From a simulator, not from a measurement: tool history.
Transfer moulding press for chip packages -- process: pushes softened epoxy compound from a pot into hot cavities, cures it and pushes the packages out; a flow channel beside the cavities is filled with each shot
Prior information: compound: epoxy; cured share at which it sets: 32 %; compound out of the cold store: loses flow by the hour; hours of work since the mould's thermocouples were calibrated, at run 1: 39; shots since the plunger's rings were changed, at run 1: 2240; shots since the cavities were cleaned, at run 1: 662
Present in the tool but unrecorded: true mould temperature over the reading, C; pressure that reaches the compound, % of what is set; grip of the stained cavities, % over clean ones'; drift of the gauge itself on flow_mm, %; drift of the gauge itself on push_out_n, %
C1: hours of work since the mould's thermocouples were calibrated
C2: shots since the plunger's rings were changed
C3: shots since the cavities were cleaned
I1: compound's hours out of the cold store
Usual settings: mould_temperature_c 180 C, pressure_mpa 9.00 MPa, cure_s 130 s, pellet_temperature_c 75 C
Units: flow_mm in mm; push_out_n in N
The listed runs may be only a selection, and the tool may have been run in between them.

run 1 hour=0.0 | mould_temperature_c=180 pressure_mpa=9.00 cure_s=130 pellet_temperature_c=75 | C1=39 C2=2240 C3=662 | I1=8.8 | flow_mm=844 push_out_n=347
run 2 hour=20.5 | mould_temperature_c=180 pressure_mpa=9.00 cure_s=130 pellet_temperature_c=75 | C1=50 C2=2381 C3=803 | I1=34.7 | flow_mm=786 push_out_n=353
-- hour=35.7 cavities cleaned with cleaning compound and waxed
run 3 hour=39.3 | mould_temperature_c=180 pressure_mpa=9.00 cure_s=147 pellet_temperature_c=75 | C1=58 C2=2501 C3=24 | I1=13.6 | flow_mm=836 push_out_n=207
run 4 hour=57.4 | mould_temperature_c=180 pressure_mpa=9.00 cure_s=147 pellet_temperature_c=75 | C1=67 C2=2627 C3=150 | I1=27.4 | flow_mm=788 push_out_n=228
run 5 hour=92.0 | mould_temperature_c=180 pressure_mpa=9.00 cure_s=147 pellet_temperature_c=75 | C1=85 C2=2867 C3=390 | I1=45.9 | flow_mm=754 push_out_n=270
run 6 hour=113.8 | mould_temperature_c=180 pressure_mpa=9.00 cure_s=147 pellet_temperature_c=75 | C1=96 C2=3018 C3=541 | I1=10.8 | flow_mm=833 push_out_n=310
run 7 hour=142.9 | mould_temperature_c=180 pressure_mpa=9.00 cure_s=130 pellet_temperature_c=75 | C1=110 C2=3219 C3=742 | I1=24.6 | flow_mm=790 push_out_n=349
-- hour=166.3 cavities cleaned with cleaning compound and waxed
run 8 hour=179.3 | mould_temperature_c=180 pressure_mpa=9.00 cure_s=130 pellet_temperature_c=75 | C1=128 C2=3461 C3=90 | I1=15.2 | flow_mm=817 push_out_n=234
run 9 hour=195.5 | mould_temperature_c=180 pressure_mpa=9.00 cure_s=132 pellet_temperature_c=75 | C1=136 C2=3573 C3=202 | I1=38.8 | flow_mm=746 push_out_n=249
run 10 hour=226.2 | mould_temperature_c=180 pressure_mpa=9.00 cure_s=132 pellet_temperature_c=75 | C1=151 C2=3786 C3=415 | I1=41.2 | flow_mm=748 push_out_n=298
run 11 hour=259.4 | mould_temperature_c=180 pressure_mpa=9.00 cure_s=130 pellet_temperature_c=75 | C1=168 C2=4016 C3=645 | I1=44.8 | flow_mm=738 push_out_n=337
run 12 hour=282.0 | mould_temperature_c=180 pressure_mpa=7.84 cure_s=130 pellet_temperature_c=75 | C1=179 C2=4173 C3=802 | I1=19.6 | flow_mm=738 push_out_n=364
-- hour=297.0 cavities cleaned with cleaning compound and waxed
run 13 hour=302.3 | mould_temperature_c=180 pressure_mpa=9.00 cure_s=130 pellet_temperature_c=75 | C1=189 C2=4303 C3=37 | I1=23.0 | flow_mm=769 push_out_n=223
run 14 hour=332.0 | mould_temperature_c=180 pressure_mpa=9.00 cure_s=162 pellet_temperature_c=75 | C1=204 C2=4508 C3=242 | I1=27.7 | flow_mm=766 push_out_n=232
run 15 hour=361.7 | mould_temperature_c=176 pressure_mpa=9.00 cure_s=130 pellet_temperature_c=75 | C1=219 C2=4715 C3=449 | I1=13.9 | flow_mm=811 push_out_n=381
run 16 hour=385.5 | mould_temperature_c=172 pressure_mpa=7.80 cure_s=111 pellet_temperature_c=69 | C1=230 C2=4880 C3=614 | I1=24.8 | flow_mm=741 push_out_n=696
run 17 hour=408.0 | mould_temperature_c=172 pressure_mpa=7.80 cure_s=111 pellet_temperature_c=69 | C1=242 C2=5035 C3=769 | I1=37.4 | flow_mm=711 push_out_n=789
-- hour=419.8 plunger's sealing rings changed
-- hour=428.9 cavities cleaned with cleaning compound and waxed
run 18 hour=436.5 | mould_temperature_c=182 pressure_mpa=9.00 cure_s=130 pellet_temperature_c=66 | C1=254 C2=105 C3=53 | I1=34.9 | flow_mm=805 push_out_n=218
run 19 hour=457.0 | mould_temperature_c=186 pressure_mpa=9.00 cure_s=162 pellet_temperature_c=66 | C1=264 C2=247 C3=195 | I1=33.8 | flow_mm=806 push_out_n=228
run 20 hour=481.8 | mould_temperature_c=186 pressure_mpa=9.00 cure_s=162 pellet_temperature_c=66 | C1=277 C2=419 C3=367 | I1=38.6 | flow_mm=791 push_out_n=255
run 21 hour=511.7 | mould_temperature_c=176 pressure_mpa=9.68 cure_s=166 pellet_temperature_c=75 | C1=292 C2=626 C3=574 | I1=23.2 | flow_mm=886 push_out_n=291
run 22 hour=527.8 | mould_temperature_c=173 pressure_mpa=9.68 cure_s=150 pellet_temperature_c=75 | C1=300 C2=737 C3=685 | I1=43.4 | flow_mm=851 push_out_n=391
run 23 hour=546.5 | mould_temperature_c=184 pressure_mpa=9.68 cure_s=127 pellet_temperature_c=75 | C1=309 C2=867 C3=815 | I1=29.4 | flow_mm=822 push_out_n=348
-- hour=557.9 cavities cleaned with cleaning compound and waxed
run 24 hour=574.7 | mould_temperature_c=184 pressure_mpa=9.68 cure_s=127 pellet_temperature_c=74 | C1=323 C2=1052 C3=116 | I1=22.0 | flow_mm=849 push_out_n=220
run 25 hour=594.4 | mould_temperature_c=184 pressure_mpa=9.68 cure_s=127 pellet_temperature_c=74 | C1=333 C2=1189 C3=253 | I1=16.1 | flow_mm=871 push_out_n=254
run 26 hour=622.1 | mould_temperature_c=180 pressure_mpa=7.35 cure_s=167 pellet_temperature_c=75 | C1=346 C2=1380 C3=444 | I1=17.7 | flow_mm=762 push_out_n=272
run 27 hour=658.3 | mould_temperature_c=178 pressure_mpa=9.00 cure_s=123 pellet_temperature_c=85 | C1=365 C2=1631 C3=695 | I1=36.4 | flow_mm=810 push_out_n=388
run 28 hour=682.3 | mould_temperature_c=178 pressure_mpa=9.00 cure_s=123 pellet_temperature_c=85 | C1=377 C2=1798 C3=862 | I1=10.7 | flow_mm=863 push_out_n=430
-- hour=686.8 cavities cleaned with cleaning compound and waxed
run 29 hour=709.2 | mould_temperature_c=180 pressure_mpa=9.00 cure_s=152 pellet_temperature_c=80 | C1=389 C2=1973 C3=154 | I1=46.1 | flow_mm=757 push_out_n=223

For some of the steps in flow_mm from one run to the next: how much would appear even if the tool had no hidden state, given the settings, what came in and random variation, and how much remains for the hidden state plus any gauge scatter that the measured result and the result without hidden state don't share?
Run 14 -> 15: mould_temperature_c 180 -> 176, cure_s 162 -> 130. flow_mm +45 mm: hidden state -9, all else +54.
Run 17 -> 18: mould_temperature_c 172 -> 182, pressure_mpa 7.80 -> 9.00, cure_s 111 -> 130, pellet_temperature_c 69 -> 66, plunger's sealing rings changed, cavities cleaned with cleaning compound and waxed. flow_mm +94 mm: hidden state +77, all else +17.
Run 25 -> 26: mould_temperature_c 184 -> 180, pressure_mpa 9.68 -> 7.35, cure_s 127 -> 167, pellet_temperature_c 74 -> 75. flow_mm -109 mm: hidden state +1, all else -110.
Run 28 -> 29: mould_temperature_c 178 -> 180, cure_s 123 -> 152, pellet_temperature_c 85 -> 80, cavities cleaned with cleaning compound and waxed. flow_mm -106 mm: hidden state +3, all else -109.
